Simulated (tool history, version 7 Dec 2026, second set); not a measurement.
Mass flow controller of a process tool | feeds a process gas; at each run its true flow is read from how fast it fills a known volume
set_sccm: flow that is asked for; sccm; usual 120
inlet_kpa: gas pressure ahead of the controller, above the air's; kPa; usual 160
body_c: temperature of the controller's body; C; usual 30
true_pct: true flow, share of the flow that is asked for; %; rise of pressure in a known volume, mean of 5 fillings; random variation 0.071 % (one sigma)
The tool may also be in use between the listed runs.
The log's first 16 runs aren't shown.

run 17 day=191.929 | set_sccm=120 inlet_kpa=160 body_c=30 | true_pct=101.69
run 18 day=205.267 | set_sccm=120 inlet_kpa=160 body_c=22 | true_pct=101.49
run 19 day=220.1 | set_sccm=35 inlet_kpa=160 body_c=22 | true_pct=103.06
run 20 day=235.675 | set_sccm=66 inlet_kpa=203 body_c=30 | true_pct=102.63
run 21 day=248.238 | set_sccm=182 inlet_kpa=254 body_c=30 | true_pct=102.47
run 22 day=259.879 | set_sccm=182 inlet_kpa=254 body_c=30 | true_pct=102.65
run 23 day=267.917 | set_sccm=121 inlet_kpa=160 body_c=26 | true_pct=102.2
run 24 day=277.962 | set_sccm=76 inlet_kpa=214 body_c=30 | true_pct=103
run 25 day=292.562 | set_sccm=30 inlet_kpa=232 body_c=23 | true_pct=105.1
run 26 day=302.667 | set_sccm=30 inlet_kpa=232 body_c=23 | true_pct=105.22
run 27 day=316.738 | set_sccm=120 inlet_kpa=223 body_c=27 | true_pct=103.01
run 28 day=325.296 | set_sccm=121 inlet_kpa=190 body_c=28 | true_pct=102.88
run 29 day=340.438 | set_sccm=121 inlet_kpa=190 body_c=28 | true_pct=102.99
run 30 day=353.162 | set_sccm=129 inlet_kpa=160 body_c=30 | true_pct=103.18
run 31 day=365.129 | set_sccm=22 inlet_kpa=254 body_c=23 | true_pct=107.89
run 32 day=380.308 | set_sccm=145 inlet_kpa=173 body_c=39 | true_pct=103.62
run 33 day=389.588 | set_sccm=22 inlet_kpa=154 body_c=35 | true_pct=108.58
run 34 day=402.275 | set_sccm=33 inlet_kpa=263 body_c=24 | true_pct=106.59

5 ways to go on from here, each from the tool as it stands after run 34. What would each give?
run A day=412.121 | set_sccm=48 inlet_kpa=263 body_c=31 | true_pct=?
run B day=412.121 | set_sccm=33 inlet_kpa=190 body_c=24 | true_pct=?
run C day=412.121 | set_sccm=94 inlet_kpa=181 body_c=22 | true_pct=?
run D day=412.121 | set_sccm=112 inlet_kpa=163 body_c=29 | true_pct=?
run E day=412.121 | set_sccm=33 inlet_kpa=221 body_c=37 | true_pct=?

run=A true_pct=105.78
run=B true_pct=106.48
run=C true_pct=103.79
run=D true_pct=103.81
run=E true_pct=107.09
Without the tool's hidden state the same runs would have given:
run=A true_pct=100.09
run=B true_pct=99.42
run=C true_pct=99.59
run=D true_pct=99.86
run=E true_pct=100.03
